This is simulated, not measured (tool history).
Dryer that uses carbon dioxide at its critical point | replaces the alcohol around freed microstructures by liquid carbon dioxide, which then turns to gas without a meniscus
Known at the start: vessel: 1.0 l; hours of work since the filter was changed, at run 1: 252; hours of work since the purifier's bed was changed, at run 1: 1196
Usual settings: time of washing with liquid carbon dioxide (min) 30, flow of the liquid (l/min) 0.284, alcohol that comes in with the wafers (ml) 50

| run | hour | time of washing with liquid carbon dioxide (min) | flow of the liquid (l/min) | alcohol that comes in with the wafers (ml) | hours of work since the filter was changed | hours of work since the purifier's bed was changed | alcohol left in the vessel before it's heated (ppm by volume) |
|---|---|---|---|---|---|---|---|
| 1 | 0 | 30 | 0.284 | 50 | 252 | 1196 | 297 |
| 2 | 29.8 | 30 | 0.284 | 50 | 274 | 1218 | 298 |
| 3 | 51.3 | 30 | 0.284 | 85 | 290 | 1234 | 323 |
| 4 | 86.4 | 43 | 0.284 | 50 | 317 | 1260 | 270 |
| 5 | 109.8 | 30 | 0.284 | 85 | 334 | 1278 | 345 |
| 6 | 141.9 | 21 | 0.417 | 85 | 358 | 1302 | 340 |
|  | 156.8 | inlet filter changed |
| 7 | 170.2 | 21 | 0.417 | 85 | 10 | 1323 | 302 |
| 8 | 202.9 | 19 | 0.199 | 34 | 35 | 1347 | 1296 |
| 9 | 227 | 46 | 0.414 | 81 | 53 | 1365 | 287 |
|  | 238.1 | purifier's bed changed |
| 10 | 263.2 | 34 | 0.284 | 50 | 78 | 19 | 11 |

Some steps in alcohol left in the vessel before it's heated (ppm by volume) between neighbouring runs. How much of each would the tool show without its hidden state too (settings, what came in, random variation), and how much is left for the hidden state, with any gauge scatter that isn't in both results?
The hidden state here: flow that reaches the vessel past the clogged filter, %; alcohol in the recycled carbon dioxide, ppm; drift of the gauge itself on alcohol_ppm, %.
Run 8 -> 9: time of washing with liquid carbon dioxide (min) 19 -> 46, flow of the liquid (l/min) 0.199 -> 0.414, alcohol that comes in with the wafers (ml) 34 -> 81. alcohol left in the vessel before it's heated (ppm by volume) -1009: hidden state -42, all else -967.
Run 9 -> 10: time of washing with liquid carbon dioxide (min) 46 -> 34, flow of the liquid (l/min) 0.414 -> 0.284, alcohol that comes in with the wafers (ml) 81 -> 50, purifier's bed changed. alcohol left in the vessel before it's heated (ppm by volume) -276: hidden state -274, all else -2.

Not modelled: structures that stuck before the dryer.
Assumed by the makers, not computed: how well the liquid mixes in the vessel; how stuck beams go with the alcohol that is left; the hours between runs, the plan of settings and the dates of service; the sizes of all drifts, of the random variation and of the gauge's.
